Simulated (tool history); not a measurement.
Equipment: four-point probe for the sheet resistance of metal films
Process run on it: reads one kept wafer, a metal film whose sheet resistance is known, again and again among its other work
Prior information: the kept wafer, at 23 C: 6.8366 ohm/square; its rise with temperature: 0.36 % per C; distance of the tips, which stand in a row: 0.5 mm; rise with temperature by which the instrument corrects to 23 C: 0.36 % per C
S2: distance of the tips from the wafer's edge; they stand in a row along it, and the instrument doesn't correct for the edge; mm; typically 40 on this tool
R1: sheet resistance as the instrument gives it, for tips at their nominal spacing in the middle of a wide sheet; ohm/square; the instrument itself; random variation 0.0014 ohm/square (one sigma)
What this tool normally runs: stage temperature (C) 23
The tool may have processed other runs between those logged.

{"run": 1, "hour": 0.0, "stage temperature (C)": 23, "S2": 40, "R1": 6.873419}
{"run": 2, "hour": 23.1, "stage temperature (C)": 23, "S2": 40, "R1": 6.876707}
{"run": 3, "hour": 40.2, "stage temperature (C)": 23, "S2": 40, "R1": 6.875533}
{"run": 4, "hour": 54.4, "stage temperature (C)": 23, "S2": 13, "R1": 6.882279}
{"run": 5, "hour": 73.0, "stage temperature (C)": 23, "S2": 13, "R1": 6.88191}
{"run": 6, "hour": 95.9, "stage temperature (C)": 23, "S2": 13, "R1": 6.882709}
{"run": 7, "hour": 107.0, "stage temperature (C)": 23, "S2": 13, "R1": 6.883038}
{"run": 8, "hour": 125.3, "stage temperature (C)": 23, "S2": 40, "R1": 6.877793}
{"run": 9, "hour": 136.7, "stage temperature (C)": 23, "S2": 40, "R1": 6.877946}
{"run": 10, "hour": 148.6, "stage temperature (C)": 26, "S2": 40, "R1": 6.879852}
{"run": 11, "hour": 164.4, "stage temperature (C)": 26, "S2": 40, "R1": 6.881659}
{"run": 12, "hour": 177.5, "stage temperature (C)": 26, "S2": 40, "R1": 6.878911}
{"run": 13, "hour": 203.7, "stage temperature (C)": 23, "S2": 40, "R1": 6.878649}
{"hour": 226.5, "done": "stage's thermometer calibrated"}
{"run": 14, "hour": 227.9, "stage temperature (C)": 23, "S2": 40, "R1": 6.887614}
{"run": 15, "hour": 241.1, "stage temperature (C)": 23, "S2": 40, "R1": 6.887985}
{"run": 16, "hour": 252.8, "stage temperature (C)": 23, "S2": 40, "R1": 6.891027}
{"hour": 269.7, "done": "stage's thermometer calibrated, once more"}
{"run": 17, "hour": 276.2, "stage temperature (C)": 23, "S2": 9, "R1": 6.874329}
{"run": 18, "hour": 290.6, "stage temperature (C)": 23, "S2": 40, "R1": 6.863562}
{"run": 19, "hour": 317.2, "stage temperature (C)": 23, "S2": 40, "R1": 6.864926}
{"run": 20, "hour": 340.6, "stage temperature (C)": 23, "S2": 40, "R1": 6.865158}
{"run": 21, "hour": 363.1, "stage temperature (C)": 23, "S2": 40, "R1": 6.864879}
{"run": 22, "hour": 387.7, "stage temperature (C)": 23, "S2": 40, "R1": 6.866922}
{"run": 23, "hour": 403.0, "stage temperature (C)": 23, "S2": 5, "R1": 6.904254}
{"run": 24, "hour": 414.5, "stage temperature (C)": 30, "S2": 15, "R1": 6.870244}
{"run": 25, "hour": 426.6, "stage temperature (C)": 21, "S2": 3, "R1": 6.968016}

Run 26 is up next; what results do you expect?
{"run": 26, "hour": 439.6, "stage temperature (C)": 19, "S2": 53, "R1": "?"}

Run 26 yielded R1 6.866418 ohm/square.
Take away the tool's hidden state, keep the run-to-run variation as it was, and the same run would have given R1 6.837892 ohm/square.
